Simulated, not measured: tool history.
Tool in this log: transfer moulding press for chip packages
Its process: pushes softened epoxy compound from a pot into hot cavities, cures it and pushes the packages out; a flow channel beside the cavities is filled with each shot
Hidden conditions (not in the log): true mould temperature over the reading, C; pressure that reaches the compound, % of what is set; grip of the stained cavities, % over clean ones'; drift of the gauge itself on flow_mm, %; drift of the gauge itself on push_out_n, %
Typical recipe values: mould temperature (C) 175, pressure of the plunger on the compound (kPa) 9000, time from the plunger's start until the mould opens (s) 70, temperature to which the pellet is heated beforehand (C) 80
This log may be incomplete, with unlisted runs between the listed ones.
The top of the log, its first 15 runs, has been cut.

run     day  mould temperature (C)  pressure of the plunger on the compound (kPa)  time from the plunger's start until the mould opens (s)  temperature to which the pellet is heated beforehand (C)  hours of work since the mould's thermocouples were calibrated  shots since the plunger's rings were changed  shots since the cavities were cleaned  incoming compound's hours out of the cold store  length that the compound runs in the flow channel (mm)  greatest force on the pins that push the packages out (N)
 16   9.292                    175                                           9000                                                       78                                                        80                                                            149                                           463                                   1135                                             34.5                                                     550                                                        717
      9.650  -- cavities cleaned with cleaning compound and waxed
 17  10.042                    178                                           9000                                                       78                                                        84                                                            155                                           620                                     89                                             15.3                                                     598                                                        447
 18  10.638                    180                                           7980                                                      108                                                        86                                                            161                                           755                                    224                                             20.3                                                     545                                                        537
 19  11.021                    172                                           9060                                                      104                                                        81                                                            165                                           841                                    310                                             12.2                                                     625                                                        586
 20  11.658                    175                                           9000                                                       96                                                        87                                                            171                                           986                                    455                                             22.5                                                     581                                                        572
 21  12.154                    175                                           9000                                                       75                                                        87                                                            176                                          1099                                    568                                             17.5                                                     597                                                        676
 22  12.917                    175                                           9000                                                      104                                                        80                                                            184                                          1272                                    741                                             12.1                                                     612                                                        671
 23  13.500                    175                                           7950                                                      100                                                        80                                                            189                                          1404                                    873                                             14.7                                                     570                                                        672
 24  14.150                    175                                           7320                                                      100                                                        75                                                            196                                          1552                                   1021                                             20.0                                                     533                                                        693
     15.021  -- cavities cleaned with cleaning compound and waxed
 25  15.021                    176                                          10130                                                       85                                                        73                                                            204                                          1736                                      0                                             20.7                                                     617                                                        395
 26  15.650                    176                                           9220                                                       85                                                        73                                                            210                                          1878                                    142                                             47.1                                                     514                                                        471
 27  16.367                    176                                           9220                                                       85                                                        73                                                            217                                          2040                                    304                                             25.9                                                     572                                                        559
 28  17.158                    175                                           9090                                                       70                                                        76                                                            225                                          2220                                    484                                             44.3                                                     517                                                        640
 29  17.950                    181                                           9860                                                       54                                                        70                                                            232                                          2401                                    665                                             42.3                                                     531                                                        755
 30  18.529                    168                                           9000                                                       53                                                        80                                                            238                                          2532                                    796                                             23.3                                                     589                                                       1764

Below are 3 alternative next runs, each starting from the tool's condition after run 30. Predict each:
  A  19.233                    181                                           9000                                                       57                                                        80                                                            245                                          2692                                    956                                             26.1                                                       ?                                                          ?
  B  19.233                    175                                           7690                                                       70                                                        80                                                            245                                          2692                                    956                                             21.4                                                       ?                                                          ?
  C  19.233                    168                                           9000                                                       53                                                        87                                                            245                                          2692                                    956                                             22.4                                                       ?                                                          ?

run  length that the compound runs in the flow channel (mm)  greatest force on the pins that push the packages out (N)
  A                                                     551                                                        768
  B                                                     532                                                        757
  C                                                     594                                                       1878
Had the tool no hidden state, the same runs would have come out as:
run  length that the compound runs in the flow channel (mm)  greatest force on the pins that push the packages out (N)
  A                                                     564                                                        456
  B                                                     545                                                        448
  C                                                     609                                                       1143
